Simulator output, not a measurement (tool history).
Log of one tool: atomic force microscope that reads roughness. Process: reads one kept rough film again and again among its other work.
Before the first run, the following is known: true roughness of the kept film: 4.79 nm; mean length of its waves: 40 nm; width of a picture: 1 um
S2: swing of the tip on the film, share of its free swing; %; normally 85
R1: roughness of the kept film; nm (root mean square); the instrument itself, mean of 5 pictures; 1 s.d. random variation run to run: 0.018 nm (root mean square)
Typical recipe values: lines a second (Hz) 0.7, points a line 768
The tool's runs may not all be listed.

Run 1, hour 0: usual settings. Result: R1 4.106 nm (root mean square).
Run 2, hour 20.9: usual settings. Result: R1 4.055 nm (root mean square).
At hour 40: new tip fitted.
Run 3, hour 50.6: usual settings. Result: R1 4.262 nm (root mean square).
Run 4, hour 69.5: usual settings. Result: R1 4.198 nm (root mean square).
Run 5, hour 92.7: usual settings. Result: R1 4.097 nm (root mean square).
Run 6, hour 116.6: usual settings but lines a second (Hz) 3.24. Result: R1 3.596 nm (root mean square).
At hour 134.7: new tip fitted.
Run 7, hour 139.5: usual settings but lines a second (Hz) 3.24. Result: R1 3.843 nm (root mean square).
Run 8, hour 170.4: usual settings but S2 81 %. Result: R1 4.158 nm (root mean square).
Run 9, hour 196: usual settings but S2 81 %. Result: R1 4.08 nm (root mean square).
Run 10, hour 216: usual settings but S2 74 %. Result: R1 4.033 nm (root mean square).
At hour 227.5: new tip fitted.
Run 11, hour 233.8: usual settings but S2 74 %. Result: R1 4.347 nm (root mean square).
Run 12, hour 264.7: usual settings but S2 74 %. Result: R1 4.235 nm (root mean square).
Run 13, hour 289.4: usual settings but S2 74 %. Result: R1 4.132 nm (root mean square).
Run 14, hour 308: usual settings but S2 74 %. Result: R1 4.097 nm (root mean square).
At hour 320.9: new tip fitted.
Run 15, hour 328.3: usual settings but S2 68 %. Result: R1 4.369 nm (root mean square).
Run 16, hour 345.3: usual settings. Result: R1 4.208 nm (root mean square).
Run 17, hour 370.9: usual settings. Result: R1 4.128 nm (root mean square).
Run 18, hour 393.5: usual settings. Result: R1 4.035 nm (root mean square).
At hour 414.6: new tip fitted.
Run 19, hour 414.6: usual settings but lines a second (Hz) 3.787. Result: R1 3.807 nm (root mean square).
Run 20, hour 436: usual settings but lines a second (Hz) 3.787. Result: R1 3.72 nm (root mean square).
Run 21, hour 457.5: usual settings but lines a second (Hz) 3.787. Result: R1 3.677 nm (root mean square).
Run 22, hour 475.4: usual settings but lines a second (Hz) 1.029. Result: R1 4.069 nm (root mean square).
Run 23, hour 492.2: usual settings. Result: R1 4.035 nm (root mean square).
At hour 507.7: new tip fitted.
Run 24, hour 512.8: usual settings. Result: R1 4.315 nm (root mean square).
Run 25, hour 538.9: usual settings but S2 62 %. Result: R1 4.314 nm (root mean square).
Run 26, hour 554.3: usual settings but S2 62 %. Result: R1 4.235 nm (root mean square).
Run 27, hour 577.6: usual settings but S2 62 %. Result: R1 4.128 nm (root mean square).
Run 28, hour 593.1: usual settings but S2 62 %. Result: R1 4.097 nm (root mean square).
At hour 600.6: new tip fitted.
Run 29, hour 610.2: usual settings but lines a second (Hz) 2.27, points a line 376. Result: R1 3.943 nm (root mean square).
At hour 613.2: height scale calibrated on a step standard.
Run 30, hour 630.5: usual settings but lines a second (Hz) 2.103, points a line 696. Result: R1 3.951 nm (root mean square).
Run 31, hour 659.9: usual settings but lines a second (Hz) 2.103, points a line 696. Result: R1 3.847 nm (root mean square).
Run 32, hour 674.9: usual settings but S2 56 %, points a line 347. Result: R1 4.1 nm (root mean square).
At hour 678.8: height scale calibrated on a step standard, once more.
At hour 695.5: new tip fitted.
Run 33, hour 706.7: usual settings but lines a second (Hz) 1.27, S2 56 %, points a line 347. Result: R1 4.31 nm (root mean square).
Run 34, hour 726.5: usual settings but lines a second (Hz) 1.897, S2 56 %, points a line 387. Result: R1 4.205 nm (root mean square).
Run 35, hour 753.8: usual settings but lines a second (Hz) 0.524, S2 87 %, points a line 274. Result: R1 4.027 nm (root mean square).
Run 36, hour 780.2: usual settings but lines a second (Hz) 0.524, S2 87 %, points a line 274. Result: R1 3.953 nm (root mean square).
At hour 789.1: new tip fitted.
Run 37, hour 808.4: usual settings but lines a second (Hz) 2.391, S2 58 %, points a line 292. Result: R1 4.226 nm (root mean square).
Run 38, hour 836.8: usual settings but lines a second (Hz) 1.35, S2 75 %, points a line 283. Result: R1 4.042 nm (root mean square).
Run 39, hour 856.8: usual settings but lines a second (Hz) 2.085, S2 58 %, points a line 283. Result: R1 4.064 nm (root mean square).
Run 40, hour 881.1: usual settings but points a line 841. Result: R1 3.958 nm (root mean square).
At hour 883.1: new tip fitted.
Run 41, hour 906.3: usual settings but lines a second (Hz) 1.672, points a line 266. Result: R1 3.967 nm (root mean square).
Run 42, hour 934.6: usual settings but lines a second (Hz) 0.833. Result: R1 4.039 nm (root mean square).
Run 43, hour 968.3: usual settings but lines a second (Hz) 0.833. Result: R1 3.908 nm (root mean square).
At hour 976.6: new tip fitted.
Run 44, hour 999.5: usual settings but lines a second (Hz) 0.833. Result: R1 4.13 nm (root mean square).
Run 45, hour 1032: usual settings but lines a second (Hz) 1.177. Result: R1 3.965 nm (root mean square).
Run 46, hour 1050.1: usual settings but lines a second (Hz) 1.177. Result: R1 3.902 nm (root mean square).
At hour 1070: new tip fitted.
Run 47, hour 1070: usual settings but lines a second (Hz) 1.177. Result: R1 4.209 nm (root mean square).
Run 48, hour 1101.7: usual settings but lines a second (Hz) 1.177. Result: R1 4.046 nm (root mean square).
Run 49, hour 1133.4: usual settings but lines a second (Hz) 1.883, S2 73 %, points a line 346. Result: R1 3.944 nm (root mean square).
Run 50, hour 1148.5: usual settings but lines a second (Hz) 1.883, S2 73 %, points a line 346. Result: R1 3.923 nm (root mean square).
At hour 1163.8: new tip fitted.
Run 51, hour 1174.6: usual settings but lines a second (Hz) 1.152, S2 81 %, points a line 473. Result: R1 4.211 nm (root mean square).
Run 52, hour 1192.9: usual settings but lines a second (Hz) 1.152, S2 81 %, points a line 473. Result: R1 4.106 nm (root mean square).
Run 53, hour 1207.9: usual settings but lines a second (Hz) 1.206, S2 83 %, points a line 473. Result: R1 4.029 nm (root mean square).

Some steps in R1, run to run, broken into two amounts with sign: the step expected even without the hidden condition (settings, incoming material, random variation), and the rest, left for the hidden condition together with whatever gauge scatter is not in both the measured and the hidden-condition-free result:
What the log doesn't record here: radius of the tip, nm; height scale over the true one, %; drift of the gauge itself on roughness_nm, %.
Run 5 -> 6: lines a second (Hz) 0.7 -> 3.24. R1 -0.501 nm (root mean square): hidden state -0.055, all else -0.446.
Run 7 -> 8: lines a second (Hz) 3.24 -> 0.7, S2 85 -> 81. R1 +0.315 nm (root mean square): hidden state -0.105, all else +0.42.
Run 10 -> 11: new tip fitted. R1 +0.314 nm (root mean square): hidden state +0.29, all else +0.024.
Run 14 -> 15: S2 74 -> 68, new tip fitted. R1 +0.272 nm (root mean square): hidden state +0.275, all else -0.003.
Run 18 -> 19: lines a second (Hz) 0.7 -> 3.787, new tip fitted. R1 -0.228 nm (root mean square): hidden state +0.273, all else -0.501.
Run 21 -> 22: lines a second (Hz) 3.787 -> 1.029. R1 +0.392 nm (root mean square): hidden state -0.074, all else +0.466.
